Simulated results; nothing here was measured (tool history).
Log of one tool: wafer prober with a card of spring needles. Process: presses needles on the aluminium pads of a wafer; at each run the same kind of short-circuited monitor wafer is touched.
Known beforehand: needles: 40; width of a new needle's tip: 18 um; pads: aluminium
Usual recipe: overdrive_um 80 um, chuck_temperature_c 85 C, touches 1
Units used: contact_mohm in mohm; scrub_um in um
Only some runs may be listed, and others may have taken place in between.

Run 1, hour 0.0: usual settings. Result: contact_mohm 164 mohm, scrub_um 9.98 um.
At hour 7.9: tips cleaned on abrasive film.
At hour 18.5: tips cleaned on abrasive film.
At hour 31.6: tips cleaned on abrasive film.
At hour 44.7: tips cleaned on abrasive film.
Run 2, hour 54.8: usual settings. Result: contact_mohm 199 mohm, scrub_um 9.97 um.
At hour 57.5: tips cleaned on abrasive film.
At hour 70.6: tips cleaned on abrasive film.
At hour 83.7: tips cleaned on abrasive film.
At hour 96.9: tips cleaned on abrasive film.
At hour 110.0: tips cleaned on abrasive film.
At hour 123.2: tips cleaned on abrasive film.
Run 3, hour 132.5: usual settings. Result: contact_mohm 193 mohm, scrub_um 9.80 um.
At hour 135.2: tips cleaned on abrasive film.
At hour 148.3: tips cleaned on abrasive film.
At hour 158.8: tips cleaned on abrasive film.
At hour 172.0: tips cleaned on abrasive film.
At hour 185.1: tips cleaned on abrasive film.
Run 4, hour 190.8: usual settings. Result: contact_mohm 187 mohm, scrub_um 9.78 um.
At hour 196.1: tips cleaned on abrasive film.
At hour 206.7: tips cleaned on abrasive film.
At hour 219.8: tips cleaned on abrasive film.
At hour 233.0: tips cleaned on abrasive film.
At hour 243.5: tips cleaned on abrasive film.
At hour 256.6: tips cleaned on abrasive film.
Run 5, hour 266.5: usual settings. Result: contact_mohm 201 mohm, scrub_um 9.72 um.
At hour 269.2: tips cleaned on abrasive film.
At hour 282.3: tips cleaned on abrasive film.
At hour 295.4: tips cleaned on abrasive film.
At hour 308.6: tips cleaned on abrasive film.
At hour 314.1: height of the first contact set anew.
At hour 322.0: tips cleaned on abrasive film.
Run 6, hour 330.5: usual settings. Result: contact_mohm 194 mohm, scrub_um 10.05 um.
At hour 333.2: tips cleaned on abrasive film.
At hour 346.3: tips cleaned on abrasive film.
At hour 359.5: tips cleaned on abrasive film.
At hour 371.3: tips cleaned on abrasive film.
Run 7, hour 371.3: usual settings. Result: contact_mohm 131 mohm, scrub_um 10.00 um.
At hour 384.4: tips cleaned on abrasive film.
At hour 395.0: tips cleaned on abrasive film.
At hour 408.1: tips cleaned on abrasive film.
At hour 418.7: tips cleaned on abrasive film.
At hour 431.8: tips cleaned on abrasive film.
At hour 444.5: tips cleaned on abrasive film.
Run 8, hour 444.5: usual settings. Result: contact_mohm 134 mohm, scrub_um 9.86 um.
At hour 457.6: tips cleaned on abrasive film.
At hour 470.8: tips cleaned on abrasive film.
At hour 483.9: tips cleaned on abrasive film.
At hour 497.0: tips cleaned on abrasive film.
At hour 507.6: tips cleaned on abrasive film.
At hour 518.4: tips cleaned on abrasive film.
Run 9, hour 518.4: usual settings. Result: contact_mohm 134 mohm, scrub_um 9.74 um.
At hour 528.9: tips cleaned on abrasive film.
At hour 542.1: tips cleaned on abrasive film.
At hour 555.2: tips cleaned on abrasive film.
At hour 568.4: tips cleaned on abrasive film.
At hour 581.5: tips cleaned on abrasive film.
At hour 594.6: tips cleaned on abrasive film.
Run 10, hour 595.1: usual settings. Result: contact_mohm 136 mohm, scrub_um 9.70 um.
At hour 605.7: tips cleaned on abrasive film.
At hour 618.8: tips cleaned on abrasive film.
At hour 631.9: tips cleaned on abrasive film.
At hour 645.1: tips cleaned on abrasive film.
Run 11, hour 653.1: usual settings. Result: contact_mohm 208 mohm, scrub_um 9.69 um.
At hour 655.8: tips cleaned on abrasive film.
At hour 666.3: tips cleaned on abrasive film.
At hour 679.5: tips cleaned on abrasive film.
At hour 692.6: tips cleaned on abrasive film.
Run 12, hour 694.3: usual settings. Result: contact_mohm 152 mohm, scrub_um 9.64 um.
At hour 697.2: height of the first contact set anew.
At hour 705.1: tips cleaned on abrasive film.
At hour 718.3: tips cleaned on abrasive film.
At hour 731.4: tips cleaned on abrasive film.
At hour 744.6: tips cleaned on abrasive film.
At hour 757.7: tips cleaned on abrasive film.
Run 13, hour 768.0: usual settings but overdrive_um 67 um, chuck_temperature_c 51 C, touches 2. Result: contact_mohm 197 mohm, scrub_um 8.37 um.
At hour 770.7: tips cleaned on abrasive film.
At hour 781.3: tips cleaned on abrasive film.
At hour 794.4: tips cleaned on abrasive film.
Run 14, hour 802.9: usual settings but overdrive_um 65 um, chuck_temperature_c 95 C. Result: contact_mohm 249 mohm, scrub_um 8.01 um.
At hour 805.6: tips cleaned on abrasive film.
At hour 818.7: tips cleaned on abrasive film.
At hour 831.9: tips cleaned on abrasive film.
At hour 845.0: tips cleaned on abrasive film.
At hour 855.5: tips cleaned on abrasive film.
At hour 868.7: tips cleaned on abrasive film.
Run 15, hour 873.0: usual settings but overdrive_um 65 um, chuck_temperature_c 64 C. Result: contact_mohm 203 mohm, scrub_um 7.96 um.
At hour 880.9: tips cleaned on abrasive film.
At hour 894.0: tips cleaned on abrasive film.
At hour 907.2: tips cleaned on abrasive film.
At hour 920.3: tips cleaned on abrasive film.
Run 16, hour 922.2: usual settings but overdrive_um 88 um, chuck_temperature_c 64 C, touches 2. Result: contact_mohm 139 mohm, scrub_um 10.81 um.

Predict the results of run 17:
At hour 932.7: tips cleaned on abrasive film.
At hour 945.8: tips cleaned on abrasive film.
At hour 956.4: tips cleaned on abrasive film.
At hour 969.5: tips cleaned on abrasive film.
At hour 982.6: tips cleaned on abrasive film.
Run 17, hour 991.3: usual settings but chuck_temperature_c 108 C, touches 2. Result: contact_mohm ?, scrub_um ?.

{"run 17": {"contact_mohm": 175, "scrub_um": 9.69}}
Take away the tool's hidden state, keep the run-to-run variation as it was, and the same run would have given contact_mohm 122 mohm, scrub_um 9.97 um.

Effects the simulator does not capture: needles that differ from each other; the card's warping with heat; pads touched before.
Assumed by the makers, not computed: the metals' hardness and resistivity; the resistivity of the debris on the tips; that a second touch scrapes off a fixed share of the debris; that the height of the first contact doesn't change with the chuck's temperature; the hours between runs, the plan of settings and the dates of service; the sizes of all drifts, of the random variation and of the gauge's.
